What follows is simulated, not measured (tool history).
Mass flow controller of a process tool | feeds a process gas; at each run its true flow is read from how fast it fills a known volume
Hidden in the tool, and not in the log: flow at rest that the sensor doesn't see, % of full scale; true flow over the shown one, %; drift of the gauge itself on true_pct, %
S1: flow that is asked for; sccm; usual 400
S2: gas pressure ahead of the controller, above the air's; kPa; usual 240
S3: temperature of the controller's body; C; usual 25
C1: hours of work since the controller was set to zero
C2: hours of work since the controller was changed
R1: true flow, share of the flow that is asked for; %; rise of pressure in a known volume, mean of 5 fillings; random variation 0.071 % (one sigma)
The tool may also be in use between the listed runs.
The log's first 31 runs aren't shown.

run,hour,S1,S2,S3,C1,C2,R1
32,11025.5,52,247,39,1589,1589,94.18
33,11575.2,165,193,23,1789,1789,97.06
34,11967.5,483,200,34,1931,1931,97.79
35,12200.6,483,221,34,2016,2016,97.81
36,12708.5,340,198,35,2201,2201,96.78
37,13207.9,83,218,25,2382,2382,95.26
38,13517.6,83,218,25,2495,2495,95.16
39,13968.8,83,174,25,2659,2659,94.76
40,14277.5,83,174,25,2771,2771,94.61
41,14774.2,365,240,25,2952,2952,97.46
42,15183.4,390,252,29,3101,3101,97.00
43,15673.5,72,240,26,3279,3279,94.01
44,16035.3,400,264,25,3410,3410,97.28
45,16388.9,400,264,25,3539,3539,97.33
46,16653.3,182,240,23,3635,3635,95.79
47,17068.4,182,240,23,3786,3786,95.68
48,17315.3,137,177,25,3876,3876,94.64
49,17813.5,159,177,20,4057,4057,95.30

3 ways to go on from here, each from the tool as it stands after run 49. What would each give?
A,18255.1,380,229,22,4217,4217,?
B,18255.1,159,172,21,4217,4217,?
C,18255.1,171,241,30,4217,4217,?

run,R1
A,96.91
B,94.98
C,94.51
Without the tool's hidden state the same runs would have given:
run,R1
A,99.83
B,98.78
C,98.21

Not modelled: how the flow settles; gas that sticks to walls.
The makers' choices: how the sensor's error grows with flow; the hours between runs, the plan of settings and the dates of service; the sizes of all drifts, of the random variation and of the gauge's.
